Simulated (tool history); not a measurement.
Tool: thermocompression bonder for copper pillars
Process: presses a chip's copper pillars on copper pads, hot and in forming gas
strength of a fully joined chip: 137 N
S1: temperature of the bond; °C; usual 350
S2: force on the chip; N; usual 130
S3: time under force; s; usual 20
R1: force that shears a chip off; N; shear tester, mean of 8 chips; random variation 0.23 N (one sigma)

{"run": 1, "day": 0.0, "S1": 350, "S2": 130, "S3": 20, "R1": 85.7}
{"run": 2, "day": 0.7, "S1": 350, "S2": 130, "S3": 20, "R1": 86.3}
{"run": 3, "day": 1.108, "S1": 370, "S2": 130, "S3": 20, "R1": 98.1}
{"run": 4, "day": 1.746, "S1": 370, "S2": 130, "S3": 20, "R1": 98.2}
{"run": 5, "day": 2.4, "S1": 370, "S2": 130, "S3": 20, "R1": 98.5}
{"run": 6, "day": 2.729, "S1": 350, "S2": 130, "S3": 20, "R1": 86.6}
{"run": 7, "day": 3.333, "S1": 350, "S2": 130, "S3": 20, "R1": 86.3}
{"run": 8, "day": 3.842, "S1": 350, "S2": 130, "S3": 20, "R1": 86.5}
{"run": 9, "day": 4.467, "S1": 350, "S2": 130, "S3": 20, "R1": 86.4}
{"run": 10, "day": 5.012, "S1": 350, "S2": 130, "S3": 20, "R1": 86.2}
{"run": 11, "day": 5.504, "S1": 350, "S2": 130, "S3": 20, "R1": 86.6}
{"run": 12, "day": 5.958, "S1": 350, "S2": 130, "S3": 20, "R1": 86.6}
{"run": 13, "day": 6.408, "S1": 341, "S2": 130, "S3": 20, "R1": 80.4}
{"run": 14, "day": 7.025, "S1": 341, "S2": 130, "S3": 20, "R1": 80.5}
{"run": 15, "day": 7.654, "S1": 350, "S2": 145, "S3": 20, "R1": 91.1}
{"run": 16, "day": 8.008, "S1": 350, "S2": 145, "S3": 20, "R1": 91.3}
{"run": 17, "day": 8.671, "S1": 350, "S2": 145, "S3": 20, "R1": 91.5}
{"run": 18, "day": 9.2, "S1": 350, "S2": 145, "S3": 20, "R1": 91.3}
{"run": 19, "day": 9.721, "S1": 350, "S2": 130, "S3": 20, "R1": 86.9}
{"run": 20, "day": 10.396, "S1": 334, "S2": 80, "S3": 16, "R1": 52.2}
{"run": 21, "day": 10.975, "S1": 334, "S2": 80, "S3": 16, "R1": 52.1}
{"run": 22, "day": 11.342, "S1": 342, "S2": 112, "S3": 16, "R1": 69.8}
{"run": 23, "day": 11.938, "S1": 370, "S2": 146, "S3": 11, "R1": 89.4}
{"run": 24, "day": 12.629, "S1": 338, "S2": 130, "S3": 38, "R1": 94.9}
{"run": 25, "day": 12.929, "S1": 323, "S2": 161, "S3": 37, "R1": 93.2}
{"run": 26, "day": 13.429, "S1": 323, "S2": 161, "S3": 37, "R1": 93.8}
{"run": 27, "day": 14.088, "S1": 323, "S2": 161, "S3": 37, "R1": 93.7}
{"run": 28, "day": 14.738, "S1": 350, "S2": 136, "S3": 44, "R1": 108.9}
{"run": 29, "day": 15.033, "S1": 322, "S2": 130, "S3": 20, "R1": 68.2}
{"run": 30, "day": 15.412, "S1": 364, "S2": 115, "S3": 53, "R1": 113.8}
{"run": 31, "day": 16.125, "S1": 364, "S2": 139, "S3": 41, "R1": 115.6}
{"day": 16.25, "done": "gauge calibrated"}
{"run": 32, "day": 16.7, "S1": 350, "S2": 159, "S3": 20, "R1": 94.4}
{"run": 33, "day": 17.112, "S1": 374, "S2": 122, "S3": 25, "R1": 103.6}
{"run": 34, "day": 17.471, "S1": 359, "S2": 155, "S3": 16, "R1": 93.5}
{"run": 35, "day": 17.829, "S1": 328, "S2": 152, "S3": 16, "R1": 72.5}
{"run": 36, "day": 18.488, "S1": 337, "S2": 130, "S3": 20, "R1": 77.7}
{"run": 37, "day": 18.938, "S1": 337, "S2": 130, "S3": 20, "R1": 77.5}
{"run": 38, "day": 19.579, "S1": 347, "S2": 130, "S3": 20, "R1": 84.4}

5 ways to go on from here, each from the tool as it stands after run 38. What would each give?
{"run": "A", "day": 20.121, "S1": 350, "S2": 130, "S3": 52, "R1": "?"}
{"run": "B", "day": 20.121, "S1": 339, "S2": 95, "S3": 21, "R1": "?"}
{"run": "C", "day": 20.121, "S1": 361, "S2": 96, "S3": 20, "R1": "?"}
{"run": "D", "day": 20.121, "S1": 352, "S2": 130, "S3": 20, "R1": "?"}
{"run": "E", "day": 20.121, "S1": 379, "S2": 80, "S3": 13, "R1": "?"}

run=A R1=109.4
run=B R1=67.3
run=C R1=80.4
run=D R1=87.5
run=E R1=72.6
Without the tool's hidden state the same runs would have given:
run=A R1=109
run=B R1=67.1
run=C R1=80.1
run=D R1=87.2
run=E R1=72.3
